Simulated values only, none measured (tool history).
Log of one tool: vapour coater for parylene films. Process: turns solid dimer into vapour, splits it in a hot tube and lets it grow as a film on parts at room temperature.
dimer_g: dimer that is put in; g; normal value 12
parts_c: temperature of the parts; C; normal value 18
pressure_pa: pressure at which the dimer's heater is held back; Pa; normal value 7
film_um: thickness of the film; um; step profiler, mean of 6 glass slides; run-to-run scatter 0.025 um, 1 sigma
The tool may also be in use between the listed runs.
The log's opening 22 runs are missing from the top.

run     day  dimer_g  parts_c  pressure_pa  hours of work since the trap's valve was overhauled  hours of work since the table's thermometer was calibrated  film_um
     16.242  -- table's thermometer calibrated, once more
 23  16.546        6       18            7                                                  304                                                           6     2.22
     17.221  -- trap's valve overhauled
 24  17.638        6       11         2.78                                                    8                                                          24     3.76
 25  18.521       14       16         3.67                                                   25                                                          41     6.71
 26  19.254       21       16          7.8                                                   39                                                          55     8.66
 27  20.154       21       16          7.8                                                   57                                                          73     8.61
 28  20.921       10       11         3.89                                                   72                                                          87     5.75
 29  21.404       10       11         3.89                                                   81                                                          97     5.77
 30  22.379       10       12         3.89                                                  100                                                         116     5.48
 31  22.812       10       10         5.33                                                  108                                                         124     5.63
 32  23.475       10       10         5.33                                                  121                                                         137      5.6
 33  24.483       10       13         2.26                                                  141                                                         157     5.81
 34  25.288       16       16         5.14                                                  156                                                         172     6.88
 35  26.321       14       16         3.64                                                  176                                                         192     6.51
 36  26.796       10       17         3.64                                                  186                                                         201     4.44
 37   27.25       10       17         3.64                                                  194                                                         210     4.42
 38  27.721        9       26         3.67                                                  204                                                         219     2.72
 39   28.15       20       18         3.31                                                  212                                                         228     8.54

Below are 5 alternative next runs, each starting from the tool's condition after run 39. Predict each:
  A  28.729       12       18         2.89                                                  223                                                         239        ?
  B  28.729       11       18            7                                                  223                                                         239        ?
  C  28.729       12       13        11.83                                                  223                                                         239        ?
  D  28.729       15       18         4.01                                                  223                                                         239        ?
  E  28.729       20       14         3.31                                                  223                                                         239        ?

run  film_um
  A      5.3
  B     4.07
  C     4.98
  D     6.17
  E    10.15
Take away the tool's hidden state, keep each run's random variation, and the runs would have read:
run  film_um
  A     5.62
  B     4.31
  C     5.27
  D     6.53
  E    10.74
